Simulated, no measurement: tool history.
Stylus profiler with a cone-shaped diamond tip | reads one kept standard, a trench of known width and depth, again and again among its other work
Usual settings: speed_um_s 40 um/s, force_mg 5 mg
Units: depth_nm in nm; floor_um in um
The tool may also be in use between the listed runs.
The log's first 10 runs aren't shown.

run	day	speed_um_s	force_mg	depth_nm	floor_um
11	27.75	40	5	505.36	15.19
12	29.388	40	4.69	505.43	15.14
13	31.833	40	5	505.66	15.08
14	34.804	40	5	505.64	14.92
15	37.896	51	5	505.6	14.84
16	40.204	51	5	505.96	14.75
17	44.058	40	10.23	508.78	14.67
18	45.742	40	6.93	506.99	14.54
19	48.117	100	1.82	503.7	14.36
# day 48.804: new tip fitted, height scale calibrated
20	51.604	24	8.37	506.83	16.78
21	54.183	22	9.78	507.42	16.64
22	55.767	56	5.84	505.42	16.52
23	59.625	114	4.45	504.54	16.2
24	63.042	47	3.31	504.19	16.14
25	65.446	47	3.39	503.94	16
26	68.525	52	4.35	504.81	15.87
27	71.396	52	4.35	504.7	15.69
28	73.742	52	4.35	504.97	15.74
29	75.592	52	4.35	505	15.67
30	78.296	17	4.07	504.55	15.56

Run 31 comes next. What will it give?
31	80.058	17	4.07	?	?

depth_nm: 504.91 nm
floor_um: 15.48 um
Without the tool's hidden state the same run would have given depth_nm 504.2 nm, floor_um 16.96 um.
